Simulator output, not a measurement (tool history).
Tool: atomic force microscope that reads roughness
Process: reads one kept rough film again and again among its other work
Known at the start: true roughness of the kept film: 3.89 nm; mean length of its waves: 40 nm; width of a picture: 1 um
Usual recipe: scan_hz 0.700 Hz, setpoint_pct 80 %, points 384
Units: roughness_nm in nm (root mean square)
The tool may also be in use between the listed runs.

| run | day | scan_hz | setpoint_pct | points | roughness_nm |
|---|---|---|---|---|---|
| 1 | 0.000 | 0.700 | 80 | 384 | 3.392 |
| 2 | 1.100 | 0.700 | 80 | 384 | 3.366 |
|  | 1.817 | new tip fitted |
| 3 | 1.975 | 0.700 | 80 | 384 | 3.386 |
| 4 | 2.904 | 0.700 | 80 | 384 | 3.381 |
| 5 | 4.321 | 0.727 | 80 | 384 | 3.363 |
| 6 | 5.192 | 0.727 | 80 | 384 | 3.374 |
| 7 | 6.217 | 0.727 | 80 | 845 | 3.385 |
| 8 | 7.471 | 0.700 | 80 | 384 | 3.384 |
| 9 | 8.288 | 0.700 | 80 | 384 | 3.363 |
| 10 | 9.412 | 0.700 | 68 | 384 | 3.407 |
|  | 9.712 | new tip fitted |
| 11 | 10.167 | 0.700 | 68 | 384 | 3.430 |
| 12 | 11.538 | 0.700 | 68 | 384 | 3.470 |
| 13 | 12.212 | 0.700 | 68 | 384 | 3.422 |
| 14 | 13.679 | 0.700 | 68 | 384 | 3.467 |
| 15 | 15.092 | 0.700 | 68 | 384 | 3.421 |
| 16 | 16.075 | 0.700 | 80 | 384 | 3.357 |
| 17 | 16.704 | 0.700 | 80 | 384 | 3.368 |
|  | 17.712 | new tip fitted |
| 18 | 17.842 | 0.700 | 80 | 384 | 3.382 |
| 19 | 18.725 | 0.700 | 80 | 384 | 3.392 |
| 20 | 19.704 | 0.700 | 80 | 384 | 3.381 |
| 21 | 21.117 | 0.700 | 80 | 384 | 3.406 |
| 22 | 22.508 | 0.700 | 80 | 384 | 3.383 |
| 23 | 23.971 | 0.700 | 80 | 384 | 3.402 |
| 24 | 25.008 | 0.565 | 71 | 724 | 3.461 |
|  | 25.717 | new tip fitted |
| 25 | 26.333 | 0.565 | 71 | 724 | 3.480 |
| 26 | 27.021 | 0.565 | 71 | 724 | 3.452 |
| 27 | 27.721 | 2.884 | 64 | 724 | 3.318 |
| 28 | 28.983 | 1.791 | 67 | 579 | 3.326 |
| 29 | 30.017 | 0.700 | 76 | 887 | 3.425 |
| 30 | 30.992 | 0.700 | 59 | 384 | 3.471 |
| 31 | 32.217 | 0.700 | 59 | 384 | 3.458 |
| 32 | 33.317 | 3.662 | 80 | 327 | 2.848 |
|  | 33.621 | new tip fitted |
| 33 | 34.158 | 3.662 | 80 | 327 | 2.860 |
| 34 | 35.396 | 3.662 | 80 | 327 | 2.847 |
| 35 | 36.412 | 2.893 | 80 | 297 | 2.967 |
| 36 | 37.096 | 2.620 | 67 | 771 | 3.259 |
| 37 | 38.079 | 2.620 | 67 | 771 | 3.269 |
| 38 | 39.133 | 0.511 | 67 | 346 | 3.476 |
| 39 | 40.150 | 2.876 | 69 | 384 | 3.235 |
| 40 | 41.458 | 2.142 | 81 | 913 | 3.082 |
|  | 41.608 | new tip fitted |
| 41 | 42.321 | 3.825 | 79 | 384 | 2.858 |
| 42 | 43.075 | 3.825 | 79 | 384 | 2.877 |
| 43 | 44.121 | 3.825 | 79 | 384 | 2.870 |
| 44 | 45.150 | 2.097 | 64 | 425 | 3.355 |
| 45 | 45.904 | 3.130 | 62 | 425 | 3.283 |

Consider 5 possible next runs. They are alternatives, not a sequence: every one starts from the tool as it was left by run 45. What does each give?
| A | 46.675 | 0.985 | 62 | 425 | ? |
| B | 46.675 | 2.303 | 78 | 425 | ? |
| C | 46.675 | 0.700 | 76 | 384 | ? |
| D | 46.675 | 0.700 | 80 | 976 | ? |
| E | 46.675 | 2.611 | 61 | 398 | ? |

| run | roughness_nm |
|---|---|
| A | 3.448 |
| B | 3.130 |
| C | 3.403 |
| D | 3.388 |
| E | 3.352 |
Had the tool no hidden state, the same runs would have come out as:
| run | roughness_nm |
|---|---|
| A | 3.455 |
| B | 3.136 |
| C | 3.410 |
| D | 3.395 |
| E | 3.359 |

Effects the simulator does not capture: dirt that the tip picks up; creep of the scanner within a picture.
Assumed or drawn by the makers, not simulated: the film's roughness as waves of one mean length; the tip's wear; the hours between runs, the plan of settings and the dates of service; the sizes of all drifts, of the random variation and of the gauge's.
